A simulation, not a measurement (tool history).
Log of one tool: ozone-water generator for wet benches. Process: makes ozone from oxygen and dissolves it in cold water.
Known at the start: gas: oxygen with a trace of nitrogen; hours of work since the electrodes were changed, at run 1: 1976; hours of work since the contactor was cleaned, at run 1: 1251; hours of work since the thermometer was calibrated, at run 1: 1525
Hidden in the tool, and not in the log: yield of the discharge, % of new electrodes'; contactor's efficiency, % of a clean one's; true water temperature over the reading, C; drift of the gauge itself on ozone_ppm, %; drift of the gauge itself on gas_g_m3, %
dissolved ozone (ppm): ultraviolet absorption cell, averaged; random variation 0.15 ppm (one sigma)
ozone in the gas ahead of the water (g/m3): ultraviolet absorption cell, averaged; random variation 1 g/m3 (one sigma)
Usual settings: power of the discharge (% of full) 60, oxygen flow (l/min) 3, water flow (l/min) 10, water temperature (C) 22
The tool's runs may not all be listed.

run	hour	power of the discharge (% of full)	oxygen flow (l/min)	water flow (l/min)	water temperature (C)	hours of work since the electrodes were changed	hours of work since the contactor was cleaned	hours of work since the thermometer was calibrated	dissolved ozone (ppm)	ozone in the gas ahead of the water (g/m3)
1	0	60	3	10	22	1976	1251	1525	15.7	167.2
2	109.4	60	3	9	22	2073	1347	1621	17.3	167.7
3	208.9	60	3	9	22	2161	1435	1709	17	166.9
4	275.8	60	3	9	22	2220	1495	1769	17.1	164.5
5	407	60	3	9	22	2336	1611	1884	17	164.6
6	545.7	60	3	9	22	2459	1733	2007	16.7	164.2
# hour 556.5: water thermometer calibrated
7	643.6	60	3	9	22	2545	1819	77	16.9	163
8	762.9	60	3	9	22	2651	1925	183	16.7	163
9	861	60	3	9	22	2737	2012	269	16.8	162.7
10	968.2	60	3	13	22	2832	2106	364	11.3	161.6
11	1081.7	60	1.78	10	22	2932	2207	464	15.7	226.6
12	1221.4	60	1.78	9	21	3056	2330	588	17.2	226.1
# hour 1298.8: water thermometer calibrated, once more
13	1310.8	51	1.92	7	15	3135	2409	11	22	191.2
14	1426.3	93	3	10	22	3237	2511	113	19	206.9
15	1513	92	3.03	14	15	3313	2588	189	14.6	202.6
16	1606.5	60	2.93	9	22	3396	2671	272	16.4	159.8
17	1691.2	60	2.95	10	23	3471	2745	347	14.4	158
18	1789	60	1.77	10	28	3558	2832	434	13.9	220.1
19	1888.5	60	1.77	10	28	3646	2920	521	14	219.8

3 ways to go on from here, each from the tool as it stands after run 19. What would each give?
A	2027.8	60	1.84	10	22	3769	3043	645	?	?
B	2027.8	66	3.57	7	22	3769	3043	645	?	?
C	2027.8	77	2.26	10	22	3769	3043	645	?	?

run	dissolved ozone (ppm)	ozone in the gas ahead of the water (g/m3)
A	14.7	213.4
B	19.4	147.4
C	17.1	217.4
Without the tool's hidden state the same runs would have given:
run	dissolved ozone (ppm)	ozone in the gas ahead of the water (g/m3)
A	18.7	250.8
B	24.6	175.1
C	22.3	263
